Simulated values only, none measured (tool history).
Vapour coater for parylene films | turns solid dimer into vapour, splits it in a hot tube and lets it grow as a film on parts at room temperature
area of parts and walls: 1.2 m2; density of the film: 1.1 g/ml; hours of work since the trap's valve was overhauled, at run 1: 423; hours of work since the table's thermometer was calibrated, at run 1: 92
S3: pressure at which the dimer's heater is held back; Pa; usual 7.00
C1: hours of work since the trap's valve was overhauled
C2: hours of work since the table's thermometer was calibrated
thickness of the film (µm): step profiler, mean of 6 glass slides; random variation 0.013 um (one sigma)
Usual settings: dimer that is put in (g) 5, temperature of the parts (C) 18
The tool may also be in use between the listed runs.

run 1 hour=0.0 | dimer_that_is_put_in_(g)=5 temperature_of_the_parts_(C)=18 S3=7.00 | C1=423 C2=92 | thickness_of_the_film_(µm)=2.44
run 2 hour=12.3 | dimer_that_is_put_in_(g)=5 temperature_of_the_parts_(C)=18 S3=7.00 | C1=432 C2=102 | thickness_of_the_film_(µm)=2.46
run 3 hour=24.3 | dimer_that_is_put_in_(g)=5 temperature_of_the_parts_(C)=18 S3=7.00 | C1=441 C2=110 | thickness_of_the_film_(µm)=2.43
run 4 hour=37.4 | dimer_that_is_put_in_(g)=5 temperature_of_the_parts_(C)=18 S3=7.00 | C1=450 C2=120 | thickness_of_the_film_(µm)=2.45
run 5 hour=45.8 | dimer_that_is_put_in_(g)=5 temperature_of_the_parts_(C)=18 S3=7.00 | C1=457 C2=126 | thickness_of_the_film_(µm)=2.42
run 6 hour=60.5 | dimer_that_is_put_in_(g)=5 temperature_of_the_parts_(C)=18 S3=7.00 | C1=467 C2=137 | thickness_of_the_film_(µm)=2.44
run 7 hour=75.8 | dimer_that_is_put_in_(g)=5 temperature_of_the_parts_(C)=18 S3=3.65 | C1=479 C2=149 | thickness_of_the_film_(µm)=2.55
run 8 hour=86.1 | dimer_that_is_put_in_(g)=6 temperature_of_the_parts_(C)=18 S3=7.00 | C1=486 C2=156 | thickness_of_the_film_(µm)=2.91
run 9 hour=98.5 | dimer_that_is_put_in_(g)=6 temperature_of_the_parts_(C)=18 S3=7.00 | C1=495 C2=165 | thickness_of_the_film_(µm)=2.91
run 10 hour=107.2 | dimer_that_is_put_in_(g)=6 temperature_of_the_parts_(C)=18 S3=7.00 | C1=502 C2=172 | thickness_of_the_film_(µm)=2.91
run 11 hour=118.1 | dimer_that_is_put_in_(g)=6 temperature_of_the_parts_(C)=18 S3=7.00 | C1=510 C2=180 | thickness_of_the_film_(µm)=2.92
run 12 hour=133.0 | dimer_that_is_put_in_(g)=5 temperature_of_the_parts_(C)=18 S3=7.00 | C1=521 C2=191 | thickness_of_the_film_(µm)=2.41
run 13 hour=145.7 | dimer_that_is_put_in_(g)=5 temperature_of_the_parts_(C)=18 S3=7.00 | C1=530 C2=200 | thickness_of_the_film_(µm)=2.44
run 14 hour=161.3 | dimer_that_is_put_in_(g)=5 temperature_of_the_parts_(C)=18 S3=7.00 | C1=542 C2=212 | thickness_of_the_film_(µm)=2.43
run 15 hour=169.1 | dimer_that_is_put_in_(g)=5 temperature_of_the_parts_(C)=18 S3=7.00 | C1=548 C2=218 | thickness_of_the_film_(µm)=2.41
run 16 hour=179.6 | dimer_that_is_put_in_(g)=3 temperature_of_the_parts_(C)=18 S3=3.36 | C1=555 C2=225 | thickness_of_the_film_(µm)=1.56
run 17 hour=188.9 | dimer_that_is_put_in_(g)=3 temperature_of_the_parts_(C)=16 S3=4.14 | C1=562 C2=232 | thickness_of_the_film_(µm)=1.64
run 18 hour=197.2 | dimer_that_is_put_in_(g)=3 temperature_of_the_parts_(C)=16 S3=4.14 | C1=568 C2=238 | thickness_of_the_film_(µm)=1.61
run 19 hour=209.9 | dimer_that_is_put_in_(g)=3 temperature_of_the_parts_(C)=16 S3=4.14 | C1=578 C2=248 | thickness_of_the_film_(µm)=1.62
run 20 hour=218.1 | dimer_that_is_put_in_(g)=5 temperature_of_the_parts_(C)=22 S3=5.30 | C1=584 C2=254 | thickness_of_the_film_(µm)=2.12
run 21 hour=233.6 | dimer_that_is_put_in_(g)=5 temperature_of_the_parts_(C)=18 S3=5.23 | C1=595 C2=265 | thickness_of_the_film_(µm)=2.49
run 22 hour=246.5 | dimer_that_is_put_in_(g)=5 temperature_of_the_parts_(C)=18 S3=2.39 | C1=605 C2=275 | thickness_of_the_film_(µm)=2.65
run 23 hour=261.3 | dimer_that_is_put_in_(g)=5 temperature_of_the_parts_(C)=26 S3=8.16 | C1=616 C2=286 | thickness_of_the_film_(µm)=1.76
run 24 hour=275.8 | dimer_that_is_put_in_(g)=5 temperature_of_the_parts_(C)=11 S3=8.40 | C1=627 C2=296 | thickness_of_the_film_(µm)=3.07
run 25 hour=282.3 | dimer_that_is_put_in_(g)=8 temperature_of_the_parts_(C)=17 S3=4.35 | C1=632 C2=301 | thickness_of_the_film_(µm)=4.17
run 26 hour=293.8 | dimer_that_is_put_in_(g)=8 temperature_of_the_parts_(C)=17 S3=4.35 | C1=640 C2=310 | thickness_of_the_film_(µm)=4.15
run 27 hour=308.6 | dimer_that_is_put_in_(g)=8 temperature_of_the_parts_(C)=17 S3=4.35 | C1=651 C2=321 | thickness_of_the_film_(µm)=4.11
run 28 hour=320.9 | dimer_that_is_put_in_(g)=8 temperature_of_the_parts_(C)=19 S3=6.95 | C1=660 C2=330 | thickness_of_the_film_(µm)=3.67
run 29 hour=329.0 | dimer_that_is_put_in_(g)=3 temperature_of_the_parts_(C)=28 S3=3.55 | C1=666 C2=336 | thickness_of_the_film_(µm)=1.04
run 30 hour=343.4 | dimer_that_is_put_in_(g)=6 temperature_of_the_parts_(C)=14 S3=3.05 | C1=677 C2=346 | thickness_of_the_film_(µm)=3.59

Some steps in thickness of the film (µm) between neighbouring runs. How much of each would the tool show without its hidden state too (settings, what came in, random variation), and how much is left for the hidden state, with any gauge scatter that isn't in both results?
The hidden state here: vapour lost through the trap's worn valve, %; true temperature of the parts over the reading, C; drift of the gauge itself on film_um, %.
Run 23 -> 24: temperature of the parts (C) 26 -> 11, S3 8.16 -> 8.40. thickness of the film (µm) +1.31: hidden state -0.07, all else +1.38.
Run 28 -> 29: dimer that is put in (g) 8 -> 3, temperature of the parts (C) 19 -> 28, S3 6.95 -> 3.55. thickness of the film (µm) -2.63: hidden state +0.15, all else -2.78.
Run 29 -> 30: dimer that is put in (g) 3 -> 6, temperature of the parts (C) 28 -> 14, S3 3.55 -> 3.05. thickness of the film (µm) +2.55: hidden state -0.15, all else +2.70.
